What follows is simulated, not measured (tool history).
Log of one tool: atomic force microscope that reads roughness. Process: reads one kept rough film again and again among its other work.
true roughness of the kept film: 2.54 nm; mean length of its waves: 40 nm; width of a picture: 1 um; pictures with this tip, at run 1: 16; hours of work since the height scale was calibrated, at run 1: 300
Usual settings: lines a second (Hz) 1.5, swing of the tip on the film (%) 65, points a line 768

run	hour	lines a second (Hz)	swing of the tip on the film (%)	points a line	pictures with this tip	hours of work since the height scale was calibrated	roughness of the kept film (nm (root mean square))
1	0	1.5	65	768	16	300	2.343
2	32.4	1.5	65	768	51	320	2.35
3	65.1	1.5	65	520	85	340	2.33
4	84	1.5	65	520	105	351	2.293
5	107.9	1.5	65	520	131	366	2.301
6	142.7	1.5	65	768	167	387	2.312
7	174.5	1.5	65	768	201	407	2.297
# hour 178.4: height scale calibrated on a step standard
8	212.5	0.52	65	768	240	21	2.356
9	230.1	0.91	73	393	259	32	2.279
# hour 241.2: new tip fitted
10	246	0.91	73	393	5	41	2.369
11	261.2	1.5	69	768	21	50	2.343
12	290.7	1.5	69	768	52	69	2.33
13	318.7	1.5	87	768	82	86	2.154
# hour 325.2: height scale calibrated on a step standard, once more
14	354.9	1.52	69	273	119	18	2.272
15	372.1	1.07	75	420	138	29	2.275

Forecast run 16:
16	405.2	0.74	65	768	173	49	?

roughness of the kept film (nm (root mean square)): 2.315
Without the tool's hidden state the same run would have given roughness of the kept film (nm (root mean square)) 2.388.
